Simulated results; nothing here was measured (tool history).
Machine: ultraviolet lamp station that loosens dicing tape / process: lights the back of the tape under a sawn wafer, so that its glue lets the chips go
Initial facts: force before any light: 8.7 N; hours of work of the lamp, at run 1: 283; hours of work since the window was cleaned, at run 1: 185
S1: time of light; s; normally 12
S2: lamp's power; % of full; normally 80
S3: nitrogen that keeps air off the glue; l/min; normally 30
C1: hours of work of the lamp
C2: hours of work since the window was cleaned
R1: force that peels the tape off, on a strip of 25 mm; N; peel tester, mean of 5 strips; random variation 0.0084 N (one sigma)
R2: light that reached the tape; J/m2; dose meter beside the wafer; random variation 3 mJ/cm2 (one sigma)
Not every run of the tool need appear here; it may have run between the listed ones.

{"run": 1, "hour": 0.0, "S1": 12, "S2": 80, "S3": 30, "C1": 283, "C2": 185, "R1": 0.441, "R2": 3890}
{"run": 2, "hour": 10.1, "S1": 12, "S2": 80, "S3": 30, "C1": 289, "C2": 192, "R1": 0.439, "R2": 3920}
{"run": 3, "hour": 15.9, "S1": 12, "S2": 81, "S3": 30, "C1": 293, "C2": 195, "R1": 0.43, "R2": 3930}
{"run": 4, "hour": 22.2, "S1": 7, "S2": 80, "S3": 30, "C1": 297, "C2": 199, "R1": 1.507, "R2": 2260}
{"run": 5, "hour": 32.4, "S1": 7, "S2": 80, "S3": 30, "C1": 303, "C2": 206, "R1": 1.496, "R2": 2230}
{"run": 6, "hour": 38.4, "S1": 7, "S2": 80, "S3": 30, "C1": 307, "C2": 210, "R1": 1.541, "R2": 2240}
{"run": 7, "hour": 48.6, "S1": 7, "S2": 80, "S3": 30, "C1": 314, "C2": 216, "R1": 1.53, "R2": 2220}
{"run": 8, "hour": 56.9, "S1": 7, "S2": 80, "S3": 30, "C1": 319, "C2": 221, "R1": 1.544, "R2": 2220}
{"run": 9, "hour": 64.5, "S1": 12, "S2": 80, "S3": 30, "C1": 324, "C2": 226, "R1": 0.502, "R2": 3770}
{"run": 10, "hour": 70.2, "S1": 12, "S2": 80, "S3": 30, "C1": 327, "C2": 230, "R1": 0.499, "R2": 3790}
{"run": 11, "hour": 79.6, "S1": 12, "S2": 80, "S3": 58, "C1": 333, "C2": 236, "R1": 0.308, "R2": 3760}
{"hour": 81.0, "done": "window cleaned of glue's vapour"}
{"run": 12, "hour": 86.0, "S1": 12, "S2": 80, "S3": 58, "C1": 337, "C2": 3, "R1": 0.317, "R2": 3710}
{"run": 13, "hour": 91.9, "S1": 12, "S2": 80, "S3": 58, "C1": 341, "C2": 7, "R1": 0.313, "R2": 3720}
{"run": 14, "hour": 100.1, "S1": 12, "S2": 80, "S3": 58, "C1": 346, "C2": 12, "R1": 0.32, "R2": 3680}
{"run": 15, "hour": 108.1, "S1": 12, "S2": 80, "S3": 58, "C1": 351, "C2": 17, "R1": 0.312, "R2": 3710}
{"run": 16, "hour": 117.6, "S1": 12, "S2": 80, "S3": 58, "C1": 357, "C2": 23, "R1": 0.327, "R2": 3670}
{"hour": 120.6, "done": "window cleaned of glue's vapour, once more"}
{"run": 17, "hour": 129.1, "S1": 12, "S2": 92, "S3": 11, "C1": 364, "C2": 5, "R1": 0.758, "R2": 4420}
{"run": 18, "hour": 137.8, "S1": 12, "S2": 90, "S3": 10, "C1": 369, "C2": 11, "R1": 0.882, "R2": 4340}
{"run": 19, "hour": 146.4, "S1": 11, "S2": 98, "S3": 20, "C1": 375, "C2": 16, "R1": 0.477, "R2": 4320}
{"run": 20, "hour": 152.5, "S1": 18, "S2": 98, "S3": 35, "C1": 379, "C2": 20, "R1": 0.098, "R2": 7060}
{"run": 21, "hour": 158.1, "S1": 18, "S2": 98, "S3": 35, "C1": 382, "C2": 24, "R1": 0.102, "R2": 7000}
{"run": 22, "hour": 162.8, "S1": 12, "S2": 61, "S3": 26, "C1": 385, "C2": 27, "R1": 0.981, "R2": 2900}
{"run": 23, "hour": 170.8, "S1": 12, "S2": 61, "S3": 26, "C1": 390, "C2": 32, "R1": 0.992, "R2": 2910}
{"run": 24, "hour": 176.0, "S1": 24, "S2": 83, "S3": 15, "C1": 393, "C2": 35, "R1": 0.141, "R2": 7930}
{"run": 25, "hour": 181.8, "S1": 18, "S2": 70, "S3": 10, "C1": 397, "C2": 39, "R1": 0.635, "R2": 5030}
{"run": 26, "hour": 192.3, "S1": 12, "S2": 67, "S3": 31, "C1": 404, "C2": 45, "R1": 0.762, "R2": 3150}
{"run": 27, "hour": 197.9, "S1": 12, "S2": 67, "S3": 19, "C1": 407, "C2": 49, "R1": 1.062, "R2": 3210}
{"run": 28, "hour": 205.8, "S1": 12, "S2": 67, "S3": 19, "C1": 412, "C2": 54, "R1": 0.994, "R2": 3160}
{"run": 29, "hour": 213.1, "S1": 16, "S2": 84, "S3": 57, "C1": 417, "C2": 58, "R1": 0.154, "R2": 5190}
{"run": 30, "hour": 221.9, "S1": 16, "S2": 84, "S3": 57, "C1": 422, "C2": 64, "R1": 0.139, "R2": 5280}
{"run": 31, "hour": 227.1, "S1": 16, "S2": 84, "S3": 57, "C1": 426, "C2": 67, "R1": 0.13, "R2": 5230}
{"run": 32, "hour": 233.3, "S1": 18, "S2": 80, "S3": 30, "C1": 430, "C2": 71, "R1": 0.183, "R2": 5590}

3 options for the next run, each taken on its own from the tool as it stands now. Forecast them:
{"run": "A", "hour": 241.4, "S1": 7, "S2": 80, "S3": 21, "C1": 435, "C2": 76, "R1": "?", "R2": "?"}
{"run": "B", "hour": 241.4, "S1": 10, "S2": 75, "S3": 39, "C1": 435, "C2": 76, "R1": "?", "R2": "?"}
{"run": "C", "hour": 241.4, "S1": 10, "S2": 69, "S3": 36, "C1": 435, "C2": 76, "R1": "?", "R2": "?"}

run=A R1=1.869 R2=2220
run=B R1=0.769 R2=2950
run=C R1=0.937 R2=2680
Without the tool's hidden state the same runs would have given:
run=A R1=1.465 R2=2580
run=B R1=0.536 R2=3420
run=C R1=0.669 R2=3120
